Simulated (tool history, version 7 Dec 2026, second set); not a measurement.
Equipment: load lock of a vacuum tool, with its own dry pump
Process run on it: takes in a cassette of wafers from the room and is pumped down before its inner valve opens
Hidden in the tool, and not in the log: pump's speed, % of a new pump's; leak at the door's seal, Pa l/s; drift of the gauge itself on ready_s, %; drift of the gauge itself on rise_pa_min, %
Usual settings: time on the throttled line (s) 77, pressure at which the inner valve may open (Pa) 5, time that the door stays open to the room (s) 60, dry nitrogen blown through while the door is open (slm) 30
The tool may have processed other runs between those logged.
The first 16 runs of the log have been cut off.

run    hour  time on the throttled line (s)  pressure at which the inner valve may open (Pa)  time that the door stays open to the room (s)  dry nitrogen blown through while the door is open (slm)  hours that the pump has run since its overhaul  times that the door has closed on its seal  incoming humidity of the room's air, %  time from the closed door until the inner valve may open (s)  rise of the pressure with all valves shut (Pa/min)
 17  2376.7                              77                                                5                                             60                                                       30                                           12302                                       21585                                    51.5                                                           123                                               0.118
 18    2544                              77                                                5                                             60                                                       30                                           12469                                       21983                                    45.1                                                         123.2                                               0.117
 19  2632.5                              77                                                5                                             60                                                       30                                           12558                                       22193                                    44.4                                                         122.3                                               0.118
 20  2810.6                             129                                                5                                             60                                                       30                                           12736                                       22616                                    43.8                                                         164.5                                               0.117
 21    3026                             129                                                5                                             60                                                       30                                           12951                                       23128                                    48.9                                                         165.7                                               0.125
 22    3183                              99                                                7                                             60                                                       43                                           13108                                       23501                                    46.3                                                         138.6                                               0.123
 23  3390.4                              97                                                6                                             52                                                       43                                           13316                                       23994                                    45.6                                                         138.5                                               0.126
 24  3595.1                              97                                                9                                             52                                                       18                                           13520                                       24481                                    45.6                                                           136                                               0.135
 25  3686.7                              77                                                5                                             29                                                       30                                           13612                                       24698                                    41.2                                                           123                                               0.123
 26  3887.3                              77                                                6                                            125                                                        6                                           13813                                       25175                                    46.6                                                         122.6                                                 0.2
 27    4047                              77                                                6                                            125                                                        6                                           13972                                       25555                                    45.1                                                         122.4                                               0.203
 28    4223                              77                                                8                                             60                                                       30                                           14148                                       25973                                      47                                                         120.5                                               0.142
 29  4328.9                              46                                                9                                             37                                                       39                                           14254                                       26225                                    43.9                                                            95                                               0.127
 30  4446.4                              46                                                9                                             37                                                       39                                           14372                                       26504                                    46.8                                                          95.1                                               0.141
 31  4610.7                              46                                                9                                             37                                                       39                                           14536                                       26895                                    47.6                                                          95.1                                               0.142
 32  4773.4                              46                                                9                                             37                                                       39                                           14699                                       27281                                    48.4                                                          94.6                                               0.141
 33  4897.8                              77                                                7                                             60                                                        4                                           14823                                       27577                                    47.2                                                         121.4                                               0.197
 34  4987.9                             144                                                7                                             42                                                        4                                           14913                                       27791                                    46.2                                                         176.4                                               0.174
 35  5138.3                             144                                                7                                             42                                                        4                                           15064                                       28149                                    45.5                                                         176.3                                               0.177
 36  5254.5                             144                                                7                                             42                                                        4                                           15180                                       28425                                    46.2                                                         176.2                                                0.18

What if the next run were any one of these 3? Each begins from the tool's condition after run 36:
  A  5368.9                             144                                                8                                            133                                                        8                                           15294                                       28697                                    41.7                                                             ?                                                   ?
  B  5368.9                              77                                                5                                             60                                                       26                                           15294                                       28697                                    43.5                                                             ?                                                   ?
  C  5368.9                             144                                                7                                             42                                                       22                                           15294                                       28697                                    45.3                                                             ?                                                   ?

run  time from the closed door until the inner valve may open (s)  rise of the pressure with all valves shut (Pa/min)
  A                                                         175.6                                               0.213
  B                                                         124.2                                               0.163
  C                                                         176.5                                               0.159
With no hidden state in the tool, these same runs would have given:
run  time from the closed door until the inner valve may open (s)  rise of the pressure with all valves shut (Pa/min)
  A                                                         171.6                                               0.077
  B                                                         118.1                                               0.024
  C                                                         172.3                                               0.023

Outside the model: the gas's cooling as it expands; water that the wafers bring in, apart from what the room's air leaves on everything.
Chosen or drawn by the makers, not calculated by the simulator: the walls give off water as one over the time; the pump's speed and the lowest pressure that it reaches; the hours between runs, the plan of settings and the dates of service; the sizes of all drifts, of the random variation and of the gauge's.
